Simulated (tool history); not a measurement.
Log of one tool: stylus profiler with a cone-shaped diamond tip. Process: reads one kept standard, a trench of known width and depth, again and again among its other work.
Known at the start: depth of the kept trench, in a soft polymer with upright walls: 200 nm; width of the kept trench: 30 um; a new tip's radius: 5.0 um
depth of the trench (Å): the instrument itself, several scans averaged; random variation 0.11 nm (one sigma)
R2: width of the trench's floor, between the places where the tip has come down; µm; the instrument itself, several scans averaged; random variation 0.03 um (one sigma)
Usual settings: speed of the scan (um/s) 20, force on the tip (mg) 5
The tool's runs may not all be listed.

{"run": 1, "day": 0.0, "speed of the scan (um/s)": 20, "force on the tip (mg)": 5, "depth of the trench (Å)": 2039.1, "R2": 26.48}
{"run": 2, "day": 4.288, "speed of the scan (um/s)": 20, "force on the tip (mg)": 5, "depth of the trench (Å)": 2038.7, "R2": 26.35}
{"run": 3, "day": 6.908, "speed of the scan (um/s)": 20, "force on the tip (mg)": 5, "depth of the trench (Å)": 2039.5, "R2": 26.35}
{"run": 4, "day": 10.342, "speed of the scan (um/s)": 20, "force on the tip (mg)": 5, "depth of the trench (Å)": 2040.3, "R2": 26.29}
{"run": 5, "day": 14.75, "speed of the scan (um/s)": 13, "force on the tip (mg)": 5, "depth of the trench (Å)": 2039, "R2": 26.37}
{"run": 6, "day": 17.9, "speed of the scan (um/s)": 13, "force on the tip (mg)": 5, "depth of the trench (Å)": 2041, "R2": 26.35}
{"run": 7, "day": 22.088, "speed of the scan (um/s)": 13, "force on the tip (mg)": 5, "depth of the trench (Å)": 2040, "R2": 26.29}
{"run": 8, "day": 25.596, "speed of the scan (um/s)": 13, "force on the tip (mg)": 5, "depth of the trench (Å)": 2040.2, "R2": 26.17}
{"run": 9, "day": 30.025, "speed of the scan (um/s)": 13, "force on the tip (mg)": 3.37, "depth of the trench (Å)": 2034.1, "R2": 26.14}
{"day": 33.071, "done": "height scale calibrated on a step standard"}
{"run": 10, "day": 33.521, "speed of the scan (um/s)": 13, "force on the tip (mg)": 3.37, "depth of the trench (Å)": 2019.7, "R2": 26.2}
{"run": 11, "day": 36.804, "speed of the scan (um/s)": 13, "force on the tip (mg)": 3.37, "depth of the trench (Å)": 2022.5, "R2": 26.15}
{"run": 12, "day": 40.712, "speed of the scan (um/s)": 20, "force on the tip (mg)": 10.84, "depth of the trench (Å)": 2043.1, "R2": 26.14}
{"run": 13, "day": 44.838, "speed of the scan (um/s)": 10, "force on the tip (mg)": 5, "depth of the trench (Å)": 2028.5, "R2": 26.09}

Run 14 comes next. What will it give?
{"run": 14, "day": 48.288, "speed of the scan (um/s)": 8, "force on the tip (mg)": 2.89, "depth of the trench (Å)": "?", "R2": "?"}

{"run 14": {"depth of the trench (Å)": 2021.1, "R2": 26.09}}
Without the tool's hidden state the same run would have given depth of the trench (Å) 2018.8, R2 27.16 µm.

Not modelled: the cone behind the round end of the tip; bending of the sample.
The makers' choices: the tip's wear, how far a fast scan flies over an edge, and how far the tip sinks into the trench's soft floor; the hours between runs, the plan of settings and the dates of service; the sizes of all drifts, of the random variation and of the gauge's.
